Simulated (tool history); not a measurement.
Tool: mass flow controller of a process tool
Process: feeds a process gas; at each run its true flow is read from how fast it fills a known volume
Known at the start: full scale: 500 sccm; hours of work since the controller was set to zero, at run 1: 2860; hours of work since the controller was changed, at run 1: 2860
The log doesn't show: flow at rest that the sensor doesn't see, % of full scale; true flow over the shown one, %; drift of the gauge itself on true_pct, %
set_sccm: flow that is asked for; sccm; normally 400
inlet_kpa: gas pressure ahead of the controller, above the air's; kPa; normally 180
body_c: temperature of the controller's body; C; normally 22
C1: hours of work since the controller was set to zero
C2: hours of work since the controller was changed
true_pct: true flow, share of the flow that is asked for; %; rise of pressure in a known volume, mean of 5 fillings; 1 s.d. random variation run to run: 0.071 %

run 1 day=0 | set_sccm=400 inlet_kpa=180 body_c=22 | C1=2860 C2=2860 | true_pct=100.98
run 2 day=3.746 | set_sccm=60 inlet_kpa=180 body_c=22 | C1=2902 C2=2902 | true_pct=102.66
run 3 day=10.15 | set_sccm=60 inlet_kpa=180 body_c=22 | C1=2975 C2=2975 | true_pct=102.64
run 4 day=13.875 | set_sccm=400 inlet_kpa=180 body_c=22 | C1=3016 C2=3016 | true_pct=100.98
run 5 day=17.021 | set_sccm=400 inlet_kpa=180 body_c=39 | C1=3052 C2=3052 | true_pct=99.06
run 6 day=23.204 | set_sccm=400 inlet_kpa=180 body_c=39 | C1=3121 C2=3121 | true_pct=99.07
run 7 day=27.667 | set_sccm=400 inlet_kpa=180 body_c=22 | C1=3172 C2=3172 | true_pct=101.05
run 8 day=31.704 | set_sccm=104 inlet_kpa=180 body_c=22 | C1=3217 C2=3217 | true_pct=101.9
run 9 day=36.225 | set_sccm=104 inlet_kpa=180 body_c=22 | C1=3268 C2=3268 | true_pct=101.84
run 10 day=40.679 | set_sccm=104 inlet_kpa=174 body_c=22 | C1=3318 C2=3318 | true_pct=101.99
run 11 day=46.979 | set_sccm=104 inlet_kpa=174 body_c=22 | C1=3389 C2=3389 | true_pct=101.93
run 12 day=50.388 | set_sccm=104 inlet_kpa=174 body_c=22 | C1=3427 C2=3427 | true_pct=101.92
run 13 day=54.038 | set_sccm=104 inlet_kpa=174 body_c=22 | C1=3468 C2=3468 | true_pct=101.99
run 14 day=58.521 | set_sccm=104 inlet_kpa=174 body_c=22 | C1=3518 C2=3518 | true_pct=101.96
run 15 day=62.688 | set_sccm=118 inlet_kpa=145 body_c=22 | C1=3565 C2=3565 | true_pct=101.66
run 16 day=65.8 | set_sccm=400 inlet_kpa=270 body_c=21 | C1=3600 C2=3600 | true_pct=101.62
run 17 day=68.671 | set_sccm=400 inlet_kpa=270 body_c=21 | C1=3633 C2=3633 | true_pct=101.63
run 18 day=72.258 | set_sccm=497 inlet_kpa=151 body_c=24 | C1=3673 C2=3673 | true_pct=100.89
run 19 day=77.438 | set_sccm=316 inlet_kpa=171 body_c=27 | C1=3731 C2=3731 | true_pct=100.65
run 20 day=83.779 | set_sccm=248 inlet_kpa=204 body_c=38 | C1=3802 C2=3802 | true_pct=99.63
run 21 day=89.604 | set_sccm=59 inlet_kpa=204 body_c=21 | C1=3868 C2=3868 | true_pct=103.56
run 22 day=92.654 | set_sccm=258 inlet_kpa=152 body_c=21 | C1=3902 C2=3902 | true_pct=101.21

For run 23, what comes out?
run 23 day=96.908 | set_sccm=156 inlet_kpa=175 body_c=22 | C1=3950 C2=3950 | true_pct=?

true_pct: 101.68 %
Were there no unlogged condition in the tool, this run, its random variation unchanged, would have produced true_pct 99.83 %.
